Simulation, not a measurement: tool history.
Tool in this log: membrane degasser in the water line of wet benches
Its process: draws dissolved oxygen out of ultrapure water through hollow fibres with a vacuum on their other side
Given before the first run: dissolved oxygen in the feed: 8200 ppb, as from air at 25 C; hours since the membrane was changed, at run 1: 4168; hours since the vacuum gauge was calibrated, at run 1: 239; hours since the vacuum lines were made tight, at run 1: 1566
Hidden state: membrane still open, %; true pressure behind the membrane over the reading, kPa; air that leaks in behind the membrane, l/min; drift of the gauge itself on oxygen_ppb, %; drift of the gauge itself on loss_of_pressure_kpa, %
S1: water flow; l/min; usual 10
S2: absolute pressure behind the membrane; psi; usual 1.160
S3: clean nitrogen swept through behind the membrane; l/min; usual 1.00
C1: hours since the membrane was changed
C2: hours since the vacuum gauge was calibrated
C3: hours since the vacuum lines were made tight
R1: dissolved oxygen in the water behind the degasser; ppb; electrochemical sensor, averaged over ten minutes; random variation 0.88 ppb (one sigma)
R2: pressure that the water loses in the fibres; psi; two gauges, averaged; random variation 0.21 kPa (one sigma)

run 1 hour=0.0 | S1=10 S2=1.160 S3=1.00 | C1=4168 C2=239 C3=1566 | R1=122.4 R2=7.699
run 2 hour=95.1 | S1=10 S2=1.160 S3=1.00 | C1=4263 C2=334 C3=1661 | R1=122.6 R2=7.704
run 3 hour=157.2 | S1=10 S2=1.688 S3=1.00 | C1=4325 C2=396 C3=1723 | R1=208.8 R2=7.668
run 4 hour=247.6 | S1=10 S2=1.688 S3=1.00 | C1=4415 C2=486 C3=1813 | R1=206.9 R2=7.709
run 5 hour=341.2 | S1=10 S2=1.688 S3=1.00 | C1=4509 C2=580 C3=1907 | R1=208.8 R2=7.729
run 6 hour=388.6 | S1=10 S2=1.160 S3=1.00 | C1=4556 C2=627 C3=1954 | R1=124.9 R2=7.715
run 7 hour=506.2 | S1=10 S2=1.160 S3=1.00 | C1=4674 C2=745 C3=2072 | R1=124.9 R2=7.684
run 8 hour=587.9 | S1=10 S2=1.160 S3=1.00 | C1=4755 C2=827 C3=2154 | R1=124.7 R2=7.709
run 9 hour=683.0 | S1=10 S2=1.160 S3=1.00 | C1=4851 C2=922 C3=2249 | R1=123.4 R2=7.697
run 10 hour=752.9 | S1=10 S2=1.160 S3=1.00 | C1=4920 C2=992 C3=2319 | R1=125.5 R2=7.746
run 11 hour=846.5 | S1=13 S2=1.160 S3=0.53 | C1=5014 C2=1085 C3=2412 | R1=277.6 R2=10.034
run 12 hour=939.7 | S1=8 S2=1.562 S3=1.13 | C1=5107 C2=1179 C3=2506 | R1=136.6 R2=6.161
run 13 hour=1029.8 | S1=7 S2=0.699 S3=0.42 | C1=5197 C2=1269 C3=2596 | R1=67.9 R2=5.451
run 14 hour=1136.5 | S1=11 S2=0.806 S3=1.46 | C1=5304 C2=1375 C3=2702 | R1=57.6 R2=8.517
run 15 hour=1225.1 | S1=11 S2=1.160 S3=1.00 | C1=5393 C2=1464 C3=2791 | R1=138.2 R2=8.472
run 16 hour=1275.3 | S1=11 S2=1.160 S3=1.00 | C1=5443 C2=1514 C3=2841 | R1=141.4 R2=8.591
run 17 hour=1324.3 | S1=13 S2=1.465 S3=1.00 | C1=5492 C2=1563 C3=2890 | R1=233.5 R2=10.106

5 options for the next run, each taken on its own from the tool as it stands now. Forecast them:
run A hour=1386.1 | S1=6 S2=1.160 S3=0.80 | C1=5554 C2=1625 C3=2952 | R1=? R2=?
run B hour=1386.1 | S1=13 S2=1.465 S3=2.29 | C1=5554 C2=1625 C3=2952 | R1=? R2=?
run C hour=1386.1 | S1=13 S2=2.319 S3=1.00 | C1=5554 C2=1625 C3=2952 | R1=? R2=?
run D hour=1386.1 | S1=7 S2=0.714 S3=1.83 | C1=5554 C2=1625 C3=2952 | R1=? R2=?
run E hour=1386.1 | S1=13 S2=2.690 S3=1.12 | C1=5554 C2=1625 C3=2952 | R1=? R2=?

run=A R1=94.4 R2=4.646
run=B R1=120.0 R2=10.157
run=C R1=401.2 R2=10.115
run=D R1=20.0 R2=5.507
run=E R1=432.3 R2=10.127
Take away the tool's hidden state, keep each run's random variation, and the runs would have read:
run=A R1=87.9 R2=4.416
run=B R1=110.5 R2=9.657
run=C R1=386.0 R2=9.617
run=D R1=17.4 R2=5.237
run=E R1=416.5 R2=9.626
